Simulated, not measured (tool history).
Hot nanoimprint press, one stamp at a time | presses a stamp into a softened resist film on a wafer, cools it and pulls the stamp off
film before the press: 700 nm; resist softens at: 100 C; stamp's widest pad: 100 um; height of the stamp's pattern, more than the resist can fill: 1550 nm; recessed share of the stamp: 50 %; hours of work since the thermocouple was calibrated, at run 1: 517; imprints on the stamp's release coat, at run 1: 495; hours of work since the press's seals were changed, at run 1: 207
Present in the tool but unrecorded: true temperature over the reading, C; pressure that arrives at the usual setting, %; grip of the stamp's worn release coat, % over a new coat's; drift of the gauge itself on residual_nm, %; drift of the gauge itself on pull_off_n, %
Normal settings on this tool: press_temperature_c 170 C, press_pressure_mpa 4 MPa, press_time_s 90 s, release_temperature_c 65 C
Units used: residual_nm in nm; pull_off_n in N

run,day,press_temperature_c,press_pressure_mpa,press_time_s,release_temperature_c,hours of work since the thermocouple was calibrated,imprints on the stamp's release coat,hours of work since the press's seals were changed,residual_nm,pull_off_n
1,0,170,4,90,65,517,495,207,315.1,180
2,0.188,170,4,90,65,520,515,210,315.5,181.8
3,0.588,170,4,90,65,527,559,217,313.8,181.9
4,0.988,170,4,90,65,534,604,224,314.5,181.8
5,1.204,170,4,90,68,538,627,228,314.6,166.6
6,1.55,170,4,90,73,544,666,234,314.5,137.5
# day 1.842: stamp cleaned and given a new release coat
# day 2.054: plate thermocouple calibrated
7,2.112,170,4,90,73,1,16,237,327.7,136.9
8,2.354,181,4,90,65,5,43,242,208.2,179.5
9,2.771,181,4,90,65,12,89,249,208.3,178.7
10,3.133,181,4,90,65,19,129,255,208.6,179.3
11,3.421,181,4,90,65,24,160,260,208.8,180.9
12,3.771,170,4,105,65,30,199,266,308.3,182.2
13,3.954,170,4,113,65,33,219,270,300.6,180.9
14,4.208,170,4,113,65,38,247,274,300.9,181.2
15,4.625,170,4,113,65,45,293,281,300.5,182.6
16,4.929,170,4,113,65,50,326,287,300.6,183.4
17,5.183,170,4.59,113,65,55,354,291,281,182.4
18,5.383,178,4.59,56,56,58,376,295,264.1,232.6
19,5.762,178,4.59,56,56,65,418,301,262.8,233.2
20,5.983,170,4.21,90,66,69,442,305,319.5,180.1
21,6.404,170,4,85,66,76,488,312,332.5,178.3
22,6.646,170,4,85,66,80,515,317,333.4,181.3
23,6.975,163,3.02,127,66,86,551,322,435.7,180.7
24,7.296,166,5.81,81,67,91,587,328,337.7,174.7
25,7.475,166,5.81,81,67,95,606,331,337.6,176.6
26,7.871,178,4,90,70,102,650,338,233.6,159
# day 8.321: stamp cleaned and given a new release coat
27,8.504,178,4,90,70,108,20,345,234.8,151.7
28,8.721,178,4,90,70,112,44,348,234.3,152.5
29,8.95,160,4,90,65,116,69,353,482.4,176.1

Consider 4 possible next runs. They are alternatives, not a sequence: every one starts from the tool as it was left by run 29. What does each give?
A,9.375,180,4,83,65,123,116,360,?,?
B,9.375,172,3.95,123,65,123,116,360,?,?
C,9.375,160,6.34,47,65,123,116,360,?,?
D,9.375,177,4,48,56,123,116,360,?,?

run,residual_nm,pull_off_n
A,223.7,179.4
B,270,180
C,488.1,178.6
D,307.4,223.2
The same runs, with their run-to-run variation unchanged, on a tool lacking any hidden condition would have given:
run,residual_nm,pull_off_n
A,223.5,179.6
B,270.3,180.3
C,486.6,178.8
D,307.3,222.9
